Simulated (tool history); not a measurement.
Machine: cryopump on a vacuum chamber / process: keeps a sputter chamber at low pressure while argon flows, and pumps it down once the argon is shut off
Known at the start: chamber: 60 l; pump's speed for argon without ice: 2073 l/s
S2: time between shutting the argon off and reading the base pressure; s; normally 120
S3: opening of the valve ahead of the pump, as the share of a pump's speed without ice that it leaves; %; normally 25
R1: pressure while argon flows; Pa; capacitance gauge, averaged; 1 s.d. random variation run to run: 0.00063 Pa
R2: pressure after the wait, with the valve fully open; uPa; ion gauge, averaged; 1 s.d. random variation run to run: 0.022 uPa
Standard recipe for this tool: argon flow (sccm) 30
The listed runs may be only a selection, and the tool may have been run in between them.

{"run": 1, "hour": 0.0, "argon flow (sccm)": 30, "S2": 120, "S3": 25, "R1": 0.1023, "R2": 1.56}
{"run": 2, "hour": 13.1, "argon flow (sccm)": 15, "S2": 120, "S3": 25, "R1": 0.0514, "R2": 1.53}
{"run": 3, "hour": 25.3, "argon flow (sccm)": 24, "S2": 120, "S3": 25, "R1": 0.0804, "R2": 1.55}
{"run": 4, "hour": 41.7, "argon flow (sccm)": 24, "S2": 120, "S3": 25, "R1": 0.0818, "R2": 1.62}
{"run": 5, "hour": 57.1, "argon flow (sccm)": 24, "S2": 120, "S3": 25, "R1": 0.0818, "R2": 1.58}
{"run": 6, "hour": 73.6, "argon flow (sccm)": 40, "S2": 120, "S3": 25, "R1": 0.136, "R2": 1.54}
{"run": 7, "hour": 89.5, "argon flow (sccm)": 30, "S2": 120, "S3": 25, "R1": 0.1026, "R2": 1.61}
{"run": 8, "hour": 105.1, "argon flow (sccm)": 30, "S2": 120, "S3": 25, "R1": 0.1031, "R2": 1.64}
{"run": 9, "hour": 115.4, "argon flow (sccm)": 30, "S2": 120, "S3": 25, "R1": 0.1023, "R2": 1.63}
{"run": 10, "hour": 130.5, "argon flow (sccm)": 30, "S2": 120, "S3": 25, "R1": 0.1021, "R2": 1.68}
{"run": 11, "hour": 148.3, "argon flow (sccm)": 30, "S2": 21, "S3": 25, "R1": 0.1025, "R2": 3.38}
{"run": 12, "hour": 165.7, "argon flow (sccm)": 30, "S2": 21, "S3": 25, "R1": 0.1028, "R2": 3.5}
{"run": 13, "hour": 181.4, "argon flow (sccm)": 30, "S2": 21, "S3": 25, "R1": 0.1029, "R2": 3.59}
{"run": 14, "hour": 191.9, "argon flow (sccm)": 30, "S2": 120, "S3": 25, "R1": 0.1031, "R2": 1.71}
{"run": 15, "hour": 206.3, "argon flow (sccm)": 30, "S2": 120, "S3": 25, "R1": 0.1038, "R2": 1.69}
{"run": 16, "hour": 220.5, "argon flow (sccm)": 30, "S2": 120, "S3": 25, "R1": 0.1037, "R2": 1.72}
{"run": 17, "hour": 239.0, "argon flow (sccm)": 42, "S2": 36, "S3": 58, "R1": 0.0675, "R2": 2.61}
{"run": 18, "hour": 249.3, "argon flow (sccm)": 42, "S2": 36, "S3": 58, "R1": 0.0684, "R2": 2.69}
{"run": 19, "hour": 268.7, "argon flow (sccm)": 34, "S2": 36, "S3": 21, "R1": 0.1399, "R2": 2.62}
{"run": 20, "hour": 285.3, "argon flow (sccm)": 51, "S2": 36, "S3": 33, "R1": 0.1368, "R2": 2.61}
{"run": 21, "hour": 297.8, "argon flow (sccm)": 12, "S2": 75, "S3": 55, "R1": 0.0202, "R2": 2.03}
{"run": 22, "hour": 316.8, "argon flow (sccm)": 13, "S2": 41, "S3": 56, "R1": 0.0216, "R2": 2.52}
{"run": 23, "hour": 327.8, "argon flow (sccm)": 14, "S2": 193, "S3": 43, "R1": 0.0294, "R2": 1.65}
{"run": 24, "hour": 343.9, "argon flow (sccm)": 14, "S2": 193, "S3": 43, "R1": 0.0299, "R2": 1.64}
{"run": 25, "hour": 353.0, "argon flow (sccm)": 13, "S2": 22, "S3": 16, "R1": 0.0693, "R2": 3.5}
{"run": 26, "hour": 363.9, "argon flow (sccm)": 13, "S2": 22, "S3": 16, "R1": 0.069, "R2": 3.5}
{"run": 27, "hour": 377.5, "argon flow (sccm)": 13, "S2": 22, "S3": 16, "R1": 0.0692, "R2": 3.51}
{"run": 28, "hour": 386.0, "argon flow (sccm)": 28, "S2": 224, "S3": 25, "R1": 0.0977, "R2": 1.67}
{"run": 29, "hour": 397.3, "argon flow (sccm)": 28, "S2": 224, "S3": 25, "R1": 0.0979, "R2": 1.68}

Branching from run 29: 4 alternative next runs. What would each branch give?
{"run": "A", "hour": 411.3, "argon flow (sccm)": 15, "S2": 30, "S3": 25, "R1": "?", "R2": "?"}
{"run": "B", "hour": 411.3, "argon flow (sccm)": 36, "S2": 224, "S3": 37, "R1": "?", "R2": "?"}
{"run": "C", "hour": 411.3, "argon flow (sccm)": 16, "S2": 137, "S3": 25, "R1": "?", "R2": "?"}
{"run": "D", "hour": 411.3, "argon flow (sccm)": 47, "S2": 110, "S3": 39, "R1": "?", "R2": "?"}

run=A R1=0.0527 R2=2.99
run=B R1=0.0884 R2=1.70
run=C R1=0.0557 R2=1.77
run=D R1=0.1101 R2=1.99
Stripped of hidden state, with their random variation kept, the same runs would have yielded:
run=A R1=0.0489 R2=1.67
run=B R1=0.0793 R2=0.38
run=C R1=0.0517 R2=0.46
run=D R1=0.0982 R2=0.62
